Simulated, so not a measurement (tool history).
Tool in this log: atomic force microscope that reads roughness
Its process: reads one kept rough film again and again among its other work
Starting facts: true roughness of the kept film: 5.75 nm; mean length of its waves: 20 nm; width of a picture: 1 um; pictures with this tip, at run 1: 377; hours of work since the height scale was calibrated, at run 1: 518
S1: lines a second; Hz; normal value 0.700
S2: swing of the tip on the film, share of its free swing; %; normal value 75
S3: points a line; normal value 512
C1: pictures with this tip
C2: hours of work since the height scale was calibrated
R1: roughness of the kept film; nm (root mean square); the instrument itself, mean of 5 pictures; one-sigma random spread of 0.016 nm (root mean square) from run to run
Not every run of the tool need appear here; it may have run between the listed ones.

run,hour,S1,S2,S3,C1,C2,R1
1,0.0,0.700,75,512,377,518,2.108
# hour 2.1: new tip fitted
2,21.6,0.700,75,512,32,533,3.657
3,43.3,0.700,75,512,68,549,3.419
4,60.5,0.700,75,512,96,561,3.222
5,80.0,0.700,60,512,128,575,3.110
6,103.8,0.700,75,512,168,592,2.840
7,128.3,0.700,74,512,208,610,2.666
8,144.7,0.700,78,512,235,622,2.543
9,159.8,0.700,78,512,260,632,2.465
10,170.1,0.700,67,512,277,640,2.442
11,183.8,0.700,75,512,300,650,2.326
12,207.5,0.700,75,512,339,667,2.225
13,224.0,0.700,75,512,366,679,2.144
# hour 233.3: new tip fitted
14,249.5,0.700,75,512,27,697,3.634
15,274.5,0.700,75,512,68,714,3.371
16,286.5,0.700,75,512,88,723,3.238
17,310.3,0.700,75,512,127,740,3.023
18,334.3,0.700,75,512,167,757,2.795
19,355.1,1.385,63,336,201,772,2.648
20,366.6,1.489,72,336,220,781,2.509
21,380.9,2.697,56,469,244,791,2.451
22,392.6,2.697,56,469,263,799,2.405
23,407.8,2.697,56,469,288,810,2.329
24,432.2,2.697,60,849,329,828,2.204
25,447.0,2.697,60,849,353,838,2.118
26,461.6,2.697,60,778,377,849,2.086
# hour 464.9: new tip fitted
27,483.1,0.533,75,549,30,864,3.678
28,501.8,3.177,67,512,61,877,3.167
29,520.0,0.700,73,710,91,890,3.249
30,543.6,3.525,75,512,130,907,2.624
31,566.6,3.525,75,512,168,924,2.450
32,591.2,0.732,75,372,209,941,2.646
33,613.2,2.762,72,278,245,957,2.261
34,629.1,2.160,83,341,271,969,2.111
35,643.3,0.855,57,512,295,979,2.395
36,659.1,0.884,90,320,321,990,2.105

Below are 3 alternative next runs, each starting from the tool's condition after run 36. Predict each:
A,675.0,1.694,57,320,347,1002,?
B,675.0,0.884,62,472,347,1002,?
C,675.0,0.965,56,420,347,1002,?

run,R1
A,2.156
B,2.230
C,2.232
What these runs would have given with no unlogged condition in the tool:
run,R1
A,3.868
B,3.990
C,3.996
